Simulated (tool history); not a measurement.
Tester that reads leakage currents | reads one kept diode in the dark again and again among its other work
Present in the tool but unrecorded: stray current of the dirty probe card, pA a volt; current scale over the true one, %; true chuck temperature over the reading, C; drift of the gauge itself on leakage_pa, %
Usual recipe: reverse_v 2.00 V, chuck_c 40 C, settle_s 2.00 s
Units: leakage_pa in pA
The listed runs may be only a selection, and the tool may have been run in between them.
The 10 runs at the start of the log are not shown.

| run | hour | reverse_v | chuck_c | settle_s | hours of work since the probe card was cleaned | hours of work since the tester was calibrated | hours of work since the chuck was calibrated | leakage_pa |
|---|---|---|---|---|---|---|---|---|
| 11 | 271.6 | 2.00 | 40 | 2.00 | 782 | 896 | 2013 | 119.70 |
| 12 | 306.3 | 2.00 | 40 | 2.00 | 804 | 919 | 2036 | 120.15 |
| 13 | 344.1 | 2.00 | 40 | 2.00 | 829 | 943 | 2060 | 120.22 |
| 14 | 373.2 | 2.00 | 40 | 2.00 | 848 | 962 | 2079 | 119.96 |
| 15 | 404.7 | 2.00 | 40 | 2.00 | 869 | 983 | 2100 | 120.48 |
| 16 | 440.0 | 2.00 | 40 | 2.00 | 892 | 1006 | 2123 | 121.40 |
| 17 | 463.7 | 2.00 | 40 | 2.00 | 907 | 1021 | 2138 | 121.19 |
| 18 | 497.1 | 2.00 | 40 | 2.00 | 929 | 1043 | 2160 | 121.08 |
| 19 | 520.6 | 2.00 | 40 | 2.00 | 944 | 1058 | 2175 | 121.23 |
| 20 | 554.6 | 2.00 | 40 | 2.00 | 966 | 1080 | 2197 | 121.78 |
| 21 | 588.0 | 2.00 | 40 | 0.39 | 988 | 1102 | 2219 | 123.20 |
|  | 599.8 | chuck's temperature calibrated |
| 22 | 609.0 | 2.00 | 40 | 0.39 | 1000 | 1114 | 6 | 105.68 |
| 23 | 646.8 | 2.00 | 40 | 0.39 | 1025 | 1139 | 31 | 105.97 |
| 24 | 669.2 | 2.00 | 47 | 0.39 | 1040 | 1154 | 45 | 186.35 |
| 25 | 692.4 | 10.36 | 40 | 8.80 | 1055 | 1169 | 60 | 279.92 |
| 26 | 725.4 | 4.48 | 29 | 1.41 | 1076 | 1190 | 82 | 67.29 |
| 27 | 743.6 | 1.20 | 32 | 0.71 | 1088 | 1202 | 94 | 39.83 |
| 28 | 769.9 | 1.20 | 21 | 0.71 | 1105 | 1219 | 111 | 15.32 |
| 29 | 796.7 | 1.35 | 43 | 0.50 | 1123 | 1237 | 128 | 107.11 |
| 30 | 835.7 | 13.84 | 40 | 3.05 | 1148 | 1262 | 154 | 333.15 |
| 31 | 869.3 | 5.61 | 40 | 2.00 | 1170 | 1284 | 175 | 195.70 |
| 32 | 888.7 | 4.95 | 59 | 7.96 | 1182 | 1297 | 188 | 795.34 |
| 33 | 922.1 | 1.69 | 31 | 5.11 | 1204 | 1318 | 210 | 44.93 |

Run 34 is up next; what results do you expect?
| 34 | 963.4 | 1.69 | 31 | 5.11 | 1231 | 1345 | 237 | ? |

leakage_pa: 44.67 pA
With the hidden condition absent and the run-to-run variation left alone, this run would have shown leakage_pa 42.77 pA.
